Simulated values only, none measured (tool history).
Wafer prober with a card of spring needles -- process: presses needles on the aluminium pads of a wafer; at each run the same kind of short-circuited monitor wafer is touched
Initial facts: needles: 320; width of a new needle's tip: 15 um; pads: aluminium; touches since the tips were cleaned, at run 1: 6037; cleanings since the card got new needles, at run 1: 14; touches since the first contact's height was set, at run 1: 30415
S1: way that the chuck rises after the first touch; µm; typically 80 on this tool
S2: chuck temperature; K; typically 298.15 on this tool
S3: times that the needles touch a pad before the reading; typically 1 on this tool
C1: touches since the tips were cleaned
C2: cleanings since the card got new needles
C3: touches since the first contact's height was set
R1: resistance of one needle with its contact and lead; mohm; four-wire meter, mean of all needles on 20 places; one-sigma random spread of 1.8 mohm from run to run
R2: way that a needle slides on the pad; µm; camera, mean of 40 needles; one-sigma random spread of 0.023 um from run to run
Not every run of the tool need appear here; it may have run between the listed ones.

{"run": 1, "hour": 0.0, "S1": 80, "S2": 298.15, "S3": 1, "C1": 6037, "C2": 14, "C3": 30415, "R1": 210, "R2": 10.62}
{"hour": 4.5, "done": "tips cleaned on abrasive film"}
{"hour": 17.6, "done": "tips cleaned on abrasive film"}
{"run": 2, "hour": 24.9, "S1": 80, "S2": 298.15, "S3": 1, "C1": 4330, "C2": 16, "C3": 44989, "R1": 207, "R2": 10.62}
{"hour": 31.0, "done": "tips cleaned on abrasive film"}
{"run": 3, "hour": 43.1, "S1": 80, "S2": 298.15, "S3": 1, "C1": 7149, "C2": 17, "C3": 55669, "R1": 211, "R2": 10.62}
{"hour": 44.5, "done": "tips cleaned on abrasive film"}
{"hour": 58.3, "done": "tips cleaned on abrasive film"}
{"run": 4, "hour": 58.3, "S1": 80, "S2": 298.15, "S3": 1, "C1": 0, "C2": 19, "C3": 64503, "R1": 190, "R2": 10.58}
{"hour": 71.6, "done": "tips cleaned on abrasive film"}
{"run": 5, "hour": 83.0, "S1": 80, "S2": 298.15, "S3": 1, "C1": 6747, "C2": 20, "C3": 79066, "R1": 214, "R2": 10.52}
{"hour": 85.2, "done": "tips cleaned on abrasive film"}
{"run": 6, "hour": 96.0, "S1": 80, "S2": 298.15, "S3": 1, "C1": 6409, "C2": 21, "C3": 86683, "R1": 214, "R2": 10.57}
{"hour": 98.0, "done": "tips cleaned on abrasive film"}
{"hour": 98.3, "done": "height of the first contact set anew"}
{"run": 7, "hour": 108.6, "S1": 80, "S2": 298.15, "S3": 1, "C1": 6095, "C2": 22, "C3": 6095, "R1": 210, "R2": 10.72}
{"hour": 110.1, "done": "tips cleaned on abrasive film, once more"}
{"hour": 124.8, "done": "tips cleaned on abrasive film"}
{"run": 8, "hour": 133.4, "S1": 78, "S2": 307.15, "S3": 2, "C1": 5074, "C2": 24, "C3": 20626, "R1": 204, "R2": 10.41}
{"hour": 138.7, "done": "tips cleaned on abrasive film"}
{"hour": 153.1, "done": "tips cleaned on abrasive film"}
{"run": 9, "hour": 153.2, "S1": 68, "S2": 315.15, "S3": 1, "C1": 102, "C2": 26, "C3": 32185, "R1": 200, "R2": 9.06}
{"hour": 166.9, "done": "tips cleaned on abrasive film"}
{"run": 10, "hour": 169.8, "S1": 83, "S2": 369.15, "S3": 1, "C1": 1742, "C2": 27, "C3": 41923, "R1": 211, "R2": 11.01}
{"hour": 180.1, "done": "tips cleaned on abrasive film"}
{"run": 11, "hour": 188.7, "S1": 71, "S2": 300.15, "S3": 2, "C1": 5084, "C2": 28, "C3": 53023, "R1": 208, "R2": 9.42}
{"hour": 195.0, "done": "tips cleaned on abrasive film"}
{"run": 12, "hour": 203.7, "S1": 81, "S2": 306.15, "S3": 2, "C1": 5140, "C2": 29, "C3": 61814, "R1": 201, "R2": 10.74}
{"hour": 209.2, "done": "tips cleaned on abrasive film"}
{"run": 13, "hour": 214.3, "S1": 79, "S2": 298.15, "S3": 2, "C1": 2980, "C2": 30, "C3": 67991, "R1": 196, "R2": 10.44}

Consider 5 possible next runs. They are alternatives, not a sequence: every one starts from the tool as it was left by run 13. What does each give?
{"hour": 223.4, "done": "tips cleaned on abrasive film"}
{"hour": 236.9, "done": "tips cleaned on abrasive film"}
{"run": "A", "hour": 236.9, "S1": 80, "S2": 308.15, "S3": 2, "C1": 3, "C2": 32, "C3": 81201, "R1": "?", "R2": "?"}
{"hour": 223.4, "done": "tips cleaned on abrasive film"}
{"hour": 236.9, "done": "tips cleaned on abrasive film"}
{"run": "B", "hour": 236.9, "S1": 72, "S2": 298.15, "S3": 1, "C1": 3, "C2": 32, "C3": 81201, "R1": "?", "R2": "?"}
{"hour": 223.4, "done": "tips cleaned on abrasive film"}
{"hour": 236.9, "done": "tips cleaned on abrasive film"}
{"run": "C", "hour": 236.9, "S1": 74, "S2": 364.15, "S3": 1, "C1": 3, "C2": 32, "C3": 81201, "R1": "?", "R2": "?"}
{"hour": 223.4, "done": "tips cleaned on abrasive film"}
{"hour": 236.9, "done": "tips cleaned on abrasive film"}
{"run": "D", "hour": 236.9, "S1": 86, "S2": 298.15, "S3": 3, "C1": 3, "C2": 32, "C3": 81201, "R1": "?", "R2": "?"}
{"hour": 223.4, "done": "tips cleaned on abrasive film"}
{"hour": 236.9, "done": "tips cleaned on abrasive film"}
{"run": "E", "hour": 236.9, "S1": 80, "S2": 357.15, "S3": 2, "C1": 3, "C2": 32, "C3": 81201, "R1": "?", "R2": "?"}

run=A R1=191 R2=10.57
run=B R1=190 R2=9.46
run=C R1=207 R2=9.75
run=D R1=185 R2=11.35
run=E R1=200 R2=10.55
What these runs would have given with no unlogged condition in the tool:
run=A R1=188 R2=10.71
run=B R1=186 R2=9.61
run=C R1=202 R2=9.89
run=D R1=182 R2=11.49
run=E R1=197 R2=10.69
